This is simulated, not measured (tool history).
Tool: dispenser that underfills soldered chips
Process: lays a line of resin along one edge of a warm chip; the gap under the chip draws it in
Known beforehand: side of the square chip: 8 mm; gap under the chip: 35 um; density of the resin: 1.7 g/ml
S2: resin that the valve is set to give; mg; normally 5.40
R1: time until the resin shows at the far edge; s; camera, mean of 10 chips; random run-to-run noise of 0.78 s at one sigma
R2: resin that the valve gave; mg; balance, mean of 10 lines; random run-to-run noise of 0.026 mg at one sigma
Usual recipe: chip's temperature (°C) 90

run 1 day=0.000 | chip's_temperature_(°C)=90 S2=5.40 | R1=79.2 R2=5.27
run 2 day=0.138 | chip's_temperature_(°C)=90 S2=5.40 | R1=86.5 R2=5.21
-- day=0.192 new syringe of resin
run 3 day=0.362 | chip's_temperature_(°C)=90 S2=5.40 | R1=80.9 R2=5.21
-- day=0.525 new syringe of resin
run 4 day=0.558 | chip's_temperature_(°C)=90 S2=5.40 | R1=74.2 R2=5.29
run 5 day=0.708 | chip's_temperature_(°C)=90 S2=5.40 | R1=79.0 R2=5.18
-- day=0.862 new syringe of resin
run 6 day=0.862 | chip's_temperature_(°C)=90 S2=5.40 | R1=72.4 R2=5.24
run 7 day=1.067 | chip's_temperature_(°C)=90 S2=5.40 | R1=81.9 R2=5.27
run 8 day=1.175 | chip's_temperature_(°C)=90 S2=5.40 | R1=85.8 R2=5.25
-- day=1.200 new syringe of resin
run 9 day=1.321 | chip's_temperature_(°C)=90 S2=5.40 | R1=78.9 R2=5.18
run 10 day=1.483 | chip's_temperature_(°C)=90 S2=5.40 | R1=85.9 R2=5.15
-- day=1.529 new syringe of resin
run 11 day=1.596 | chip's_temperature_(°C)=90 S2=5.40 | R1=75.2 R2=5.15
run 12 day=1.767 | chip's_temperature_(°C)=90 S2=5.40 | R1=83.1 R2=5.15
-- day=1.825 dispensing valve cleaned and set on the balance
-- day=1.896 new syringe of resin
run 13 day=1.996 | chip's_temperature_(°C)=90 S2=5.40 | R1=76.6 R2=5.36
run 14 day=2.133 | chip's_temperature_(°C)=100 S2=5.41 | R1=58.0 R2=5.42
-- day=2.229 new syringe of resin
run 15 day=2.254 | chip's_temperature_(°C)=99 S2=5.41 | R1=51.9 R2=5.40
run 16 day=2.438 | chip's_temperature_(°C)=81 S2=5.33 | R1=110.1 R2=5.35
run 17 day=2.533 | chip's_temperature_(°C)=81 S2=5.33 | R1=115.0 R2=5.29
-- day=2.562 new syringe of resin
run 18 day=2.679 | chip's_temperature_(°C)=81 S2=5.33 | R1=107.8 R2=5.28
run 19 day=2.842 | chip's_temperature_(°C)=81 S2=5.33 | R1=118.3 R2=5.26
-- day=2.892 new syringe of resin
run 20 day=2.950 | chip's_temperature_(°C)=81 S2=5.33 | R1=102.7 R2=5.29
run 21 day=3.096 | chip's_temperature_(°C)=81 S2=5.33 | R1=111.5 R2=5.25
-- day=3.221 new syringe of resin
run 22 day=3.304 | chip's_temperature_(°C)=92 S2=6.77 | R1=68.3 R2=6.68
run 23 day=3.425 | chip's_temperature_(°C)=103 S2=5.16 | R1=49.8 R2=5.10
-- day=3.562 new syringe of resin
run 24 day=3.608 | chip's_temperature_(°C)=103 S2=5.16 | R1=46.6 R2=5.06
run 25 day=3.812 | chip's_temperature_(°C)=93 S2=5.83 | R1=72.1 R2=5.73
-- day=3.892 new syringe of resin
run 26 day=4.000 | chip's_temperature_(°C)=102 S2=5.40 | R1=49.9 R2=5.33

Below are 4 alternative next runs, each starting from the tool's condition after run 26. Predict each:
run A day=4.150 | chip's_temperature_(°C)=102 S2=5.40 | R1=? R2=?
run B day=4.150 | chip's_temperature_(°C)=90 S2=4.69 | R1=? R2=?
run C day=4.150 | chip's_temperature_(°C)=96 S2=6.01 | R1=? R2=?
run D day=4.150 | chip's_temperature_(°C)=98 S2=6.33 | R1=? R2=?

run=A R1=55.4 R2=5.29
run=B R1=84.3 R2=4.61
run=C R1=64.7 R2=5.89
run=D R1=60.5 R2=6.21
Without the tool's hidden state the same runs would have given:
run=A R1=48.9 R2=5.40
run=B R1=74.1 R2=4.70
run=C R1=57.0 R2=6.01
run=D R1=53.4 R2=6.33

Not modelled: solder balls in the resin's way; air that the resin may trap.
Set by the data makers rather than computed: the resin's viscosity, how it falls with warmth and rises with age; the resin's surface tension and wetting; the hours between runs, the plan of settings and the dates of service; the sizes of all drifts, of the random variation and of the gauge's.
